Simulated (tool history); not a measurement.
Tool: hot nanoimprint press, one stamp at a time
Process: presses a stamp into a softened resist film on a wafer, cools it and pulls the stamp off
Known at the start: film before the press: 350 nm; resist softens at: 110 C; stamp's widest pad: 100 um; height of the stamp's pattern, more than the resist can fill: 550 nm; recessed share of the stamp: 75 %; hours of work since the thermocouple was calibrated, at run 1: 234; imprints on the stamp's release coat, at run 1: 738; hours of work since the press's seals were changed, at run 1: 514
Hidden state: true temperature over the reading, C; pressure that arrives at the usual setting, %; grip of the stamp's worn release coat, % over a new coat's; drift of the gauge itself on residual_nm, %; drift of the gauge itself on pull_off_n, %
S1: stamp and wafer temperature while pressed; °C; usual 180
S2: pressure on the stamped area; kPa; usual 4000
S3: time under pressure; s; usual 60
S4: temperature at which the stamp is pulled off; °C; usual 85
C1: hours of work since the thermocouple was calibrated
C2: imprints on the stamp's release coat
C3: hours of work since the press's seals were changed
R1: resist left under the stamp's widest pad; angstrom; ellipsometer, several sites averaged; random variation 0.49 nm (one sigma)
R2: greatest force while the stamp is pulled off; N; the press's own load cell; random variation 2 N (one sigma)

run   hour   S1    S2  S3  S4   C1    C2   C3    R1   R2
  1      0  180  4000  60  85  234   738  514  1836  117
  2   40.4  180  4000  60  85  255   901  535  1841  117
  3     82  174  4000  60  85  276  1069  556  2197  116
  4    103  174  4000  60  85  287  1154  567  2208  115
  5    130  174  4000  60  81  300  1263  581  2202  125
     151.7  -- plate thermocouple calibrated
  6  172.2  174  4000  60  81   11  1421  601  2198  125
  7  197.1  180  4000  60  85   23  1521  614  1842  120
  8  224.4  180  4940  60  85   37  1632  628  1644  115
  9    261  180  4000  60  74   56  1780  646  1842  142
     279.6  -- stamp cleaned and given a new release coat
 10  304.4  180  4000  60  74   75   101  665  1844  142
 11  337.7  180  4000  60  71   92   235  682  1850  146
 12  363.1  180  3210  60  71  105   338  695  2068  148
 13  400.5  180  3210  60  74  124   489  715  2063  145
 14  425.3  180  4000  60  85  137   589  727  1849  114
 15  444.9  180  4000  60  92  147   668  737  1847   94
 16  481.2  169  2960  60  85  165   815  756  2813  116
 17  525.6  180  4000  60  72  188   994  779  1844  148
 18    546  180  2540  60  81  198  1076  789  2304  127
 19    588  180  4000  80  85  220  1246  810  1689  114
 20  610.5  185  3760  93  86  231  1337  822  1425  112
 21  632.3  185  3420  54  92  243  1425  833  1784   98
 22    665  189  4010  60  78  259  1557  850  1401  135
 23    691  180  2460  60  75  273  1662  863  2341  139
 24  717.9  180  2460  60  75  286  1771  877  2338  142
       739  -- stamp cleaned and given a new release coat
 25  768.4  180  3700  43  75  309   118  900  2120  140
     773.4  -- plate thermocouple calibrated
 26  814.5  181  5820  60  89   21   292  922  1462  102
 27  837.2  180  4000  39  85   33   384  933  2108  118
 28  874.6  184  6170  37  71   52   535  952  1506  149
 29  898.2  184  6170  37  71   64   630  964  1498  150

Forecast each of these 5 alternatives for the next run:
  A  922.9  184  6170  40  71  76  730  977   ?   ?
  B  922.9  191  3570  37  71  76  730  977   ?   ?
  C  922.9  177  6170  43  90  76  730  977   ?   ?
  D  922.9  180  5730  99  86  76  730  977   ?   ?
  E  922.9  190  6170  32  71  76  730  977   ?   ?

run    R1   R2
  A  1475  153
  B  1662  151
  C  1805  105
  D  1291  113
  E  1302  154
Without the tool's hidden state the same runs would have given:
run    R1   R2
  A  1456  153
  B  1641  151
  C  1781  105
  D  1274  113
  E  1285  153
